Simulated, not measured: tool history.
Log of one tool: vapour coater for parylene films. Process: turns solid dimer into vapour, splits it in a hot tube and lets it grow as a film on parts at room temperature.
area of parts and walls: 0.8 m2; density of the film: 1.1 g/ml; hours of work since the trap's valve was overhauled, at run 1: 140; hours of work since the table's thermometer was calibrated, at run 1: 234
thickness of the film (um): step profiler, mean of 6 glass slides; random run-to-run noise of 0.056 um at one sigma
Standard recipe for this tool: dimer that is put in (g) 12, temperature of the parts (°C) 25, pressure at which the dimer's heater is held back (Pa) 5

run	hour	dimer that is put in (g)	temperature of the parts (°C)	pressure at which the dimer's heater is held back (Pa)	hours of work since the trap's valve was overhauled	hours of work since the table's thermometer was calibrated	thickness of the film (um)
1	0	12	25	5	140	234	6.33
2	40.4	12	25	5	159	253	6.27
3	79.2	12	25	7.3	177	271	6.05
4	119.5	12	25	5	195	290	6.14
5	174.5	12	25	5	221	315	6.12
6	230.2	12	25	5	247	341	6.14
7	271.3	12	25	5	266	360	6.04
8	309.1	12	25	5	283	377	6.12
# hour 326.4: trap's valve overhauled
9	364	12	25	5	17	401	5.87
10	397.6	12	25	5	33	416	5.88
11	442	12	25	5	53	437	5.79
12	488.6	12	27	5	75	459	5.52
13	524.6	12	27	5	92	475	5.54
14	586.1	12	27	5	120	504	5.47
# hour 594.7: trap's valve overhauled, once more
15	615.6	12	28	2.32	10	515	6.35
16	652.1	6	28	4.58	27	532	3.04
17	680.4	21	17	3.96	40	546	13.81
18	709	9	25	3.74	53	559	4.85
19	752.5	11	31	4.9	73	579	5.13
20	780.2	11	31	4.9	86	592	5.05
21	832.7	19	28	4.47	110	616	9.37
22	890.5	19	20	4.47	137	643	11.25
23	940.4	19	20	4.47	160	666	11.04
24	976.3	19	20	4.47	177	682	11.02
25	1004.7	13	23	11.61	190	696	6.64
26	1063.6	12	32	3.93	217	723	5.36
27	1124.9	13	19	2.96	245	751	7.88
28	1159.9	8	25	4.39	262	767	4.09

The same runs without the tool's hidden state, with the same run-to-run variation:
The tool's hidden condition here consists of: vapour lost through the trap's worn valve, %; true temperature of the parts over the reading, C; drift of the gauge itself on film_um, %.
run	thickness of the film (um)
1	6.59
2	6.56
3	6.35
4	6.48
5	6.51
6	6.57
7	6.5
8	6.62
9	6.58
10	6.61
11	6.55
12	6.28
13	6.33
14	6.3
15	6.47
16	3.11
17	14.17
18	5
19	5.31
20	5.25
21	9.79
22	11.84
23	11.69
24	11.71
25	7.08
26	5.75
27	8.53
28	4.45

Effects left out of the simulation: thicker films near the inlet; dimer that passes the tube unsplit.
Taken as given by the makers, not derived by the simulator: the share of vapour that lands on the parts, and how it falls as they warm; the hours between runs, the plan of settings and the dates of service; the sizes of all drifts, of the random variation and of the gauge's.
